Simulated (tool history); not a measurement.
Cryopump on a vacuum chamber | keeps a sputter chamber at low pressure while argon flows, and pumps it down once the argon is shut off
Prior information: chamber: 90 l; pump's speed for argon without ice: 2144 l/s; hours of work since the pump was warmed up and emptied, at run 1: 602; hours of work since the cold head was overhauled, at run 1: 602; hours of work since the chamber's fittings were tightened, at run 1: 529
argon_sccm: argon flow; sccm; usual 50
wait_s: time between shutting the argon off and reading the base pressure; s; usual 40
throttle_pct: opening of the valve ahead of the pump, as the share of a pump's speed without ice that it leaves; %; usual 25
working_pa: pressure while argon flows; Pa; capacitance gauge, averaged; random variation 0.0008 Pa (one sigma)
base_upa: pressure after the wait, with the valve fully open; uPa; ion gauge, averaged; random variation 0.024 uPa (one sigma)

| run | hour | argon_sccm | wait_s | throttle_pct | hours of work since the pump was warmed up and emptied | hours of work since the cold head was overhauled | hours of work since the chamber's fittings were tightened | working_pa | base_upa |
|---|---|---|---|---|---|---|---|---|---|
| 1 | 0.0 | 50 | 40 | 25 | 602 | 602 | 529 | 0.1686 | 1.27 |
| 2 | 21.8 | 50 | 40 | 25 | 615 | 615 | 541 | 0.1693 | 1.31 |
| 3 | 47.8 | 50 | 40 | 35 | 630 | 630 | 557 | 0.1243 | 1.28 |
| 4 | 74.0 | 50 | 40 | 35 | 645 | 645 | 572 | 0.1240 | 1.31 |
| 5 | 101.5 | 50 | 40 | 36 | 661 | 661 | 588 | 0.1218 | 1.33 |
| 6 | 133.8 | 50 | 40 | 28 | 680 | 680 | 607 | 0.1542 | 1.38 |
| 7 | 160.1 | 50 | 40 | 25 | 696 | 696 | 623 | 0.1715 | 1.35 |
| 8 | 191.0 | 50 | 40 | 25 | 714 | 714 | 641 | 0.1704 | 1.43 |
|  | 214.2 | pump warmed up, emptied and cooled again |
| 9 | 220.0 | 50 | 40 | 25 | 3 | 728 | 655 | 0.1585 | 1.23 |
| 10 | 242.8 | 50 | 40 | 25 | 17 | 741 | 668 | 0.1602 | 1.30 |
| 11 | 263.0 | 50 | 146 | 25 | 29 | 753 | 680 | 0.1588 | 0.70 |
| 12 | 291.4 | 50 | 146 | 25 | 45 | 770 | 697 | 0.1599 | 0.71 |
| 13 | 324.1 | 50 | 146 | 25 | 65 | 789 | 716 | 0.1585 | 0.75 |
| 14 | 347.3 | 50 | 146 | 25 | 78 | 803 | 730 | 0.1591 | 0.75 |
| 15 | 368.0 | 50 | 146 | 27 | 90 | 815 | 742 | 0.1486 | 0.76 |
| 16 | 386.4 | 50 | 146 | 27 | 101 | 826 | 753 | 0.1470 | 0.75 |
| 17 | 420.2 | 50 | 146 | 27 | 121 | 846 | 773 | 0.1485 | 0.77 |
| 18 | 445.7 | 57 | 21 | 25 | 136 | 861 | 788 | 0.1823 | 2.01 |
| 19 | 477.2 | 34 | 54 | 25 | 155 | 879 | 806 | 0.1096 | 1.17 |
| 20 | 505.7 | 34 | 54 | 25 | 171 | 896 | 823 | 0.1105 | 1.18 |
| 21 | 526.9 | 28 | 40 | 25 | 184 | 908 | 835 | 0.0903 | 1.39 |
| 22 | 548.9 | 40 | 247 | 25 | 197 | 921 | 848 | 0.1294 | 0.73 |
| 23 | 564.1 | 50 | 40 | 58 | 206 | 930 | 857 | 0.0720 | 1.41 |
| 24 | 582.1 | 50 | 40 | 58 | 216 | 941 | 868 | 0.0721 | 1.35 |
| 25 | 608.2 | 50 | 140 | 37 | 232 | 956 | 883 | 0.1120 | 0.83 |
| 26 | 626.8 | 91 | 125 | 33 | 242 | 967 | 894 | 0.2267 | 0.88 |
| 27 | 652.4 | 67 | 40 | 25 | 257 | 982 | 909 | 0.2192 | 1.38 |
| 28 | 679.6 | 38 | 82 | 46 | 273 | 998 | 925 | 0.0694 | 1.11 |
| 29 | 707.7 | 56 | 82 | 57 | 290 | 1015 | 941 | 0.0834 | 0.99 |
| 30 | 730.8 | 65 | 40 | 25 | 303 | 1028 | 955 | 0.2123 | 1.47 |
| 31 | 750.6 | 50 | 40 | 16 | 315 | 1040 | 967 | 0.2510 | 1.50 |
| 32 | 771.2 | 50 | 40 | 16 | 327 | 1052 | 979 | 0.2528 | 1.51 |
| 33 | 793.0 | 50 | 40 | 16 | 340 | 1065 | 991 | 0.2541 | 1.49 |
| 34 | 826.8 | 44 | 267 | 31 | 360 | 1085 | 1011 | 0.1186 | 0.82 |

Branching from run 34: 3 alternative next runs. What would each branch give?
| A | 851.7 | 44 | 75 | 17 | 375 | 1099 | 1026 | ? | ? |
| B | 851.7 | 50 | 52 | 25 | 375 | 1099 | 1026 | ? | ? |
| C | 851.7 | 24 | 34 | 26 | 375 | 1099 | 1026 | ? | ? |

| run | working_pa | base_upa |
|---|---|---|
| A | 0.2107 | 1.21 |
| B | 0.1652 | 1.36 |
| C | 0.0757 | 1.66 |
Without the tool's hidden state the same runs would have given:
| run | working_pa | base_upa |
|---|---|---|
| A | 0.2047 | 0.58 |
| B | 0.1583 | 0.75 |
| C | 0.0724 | 1.04 |

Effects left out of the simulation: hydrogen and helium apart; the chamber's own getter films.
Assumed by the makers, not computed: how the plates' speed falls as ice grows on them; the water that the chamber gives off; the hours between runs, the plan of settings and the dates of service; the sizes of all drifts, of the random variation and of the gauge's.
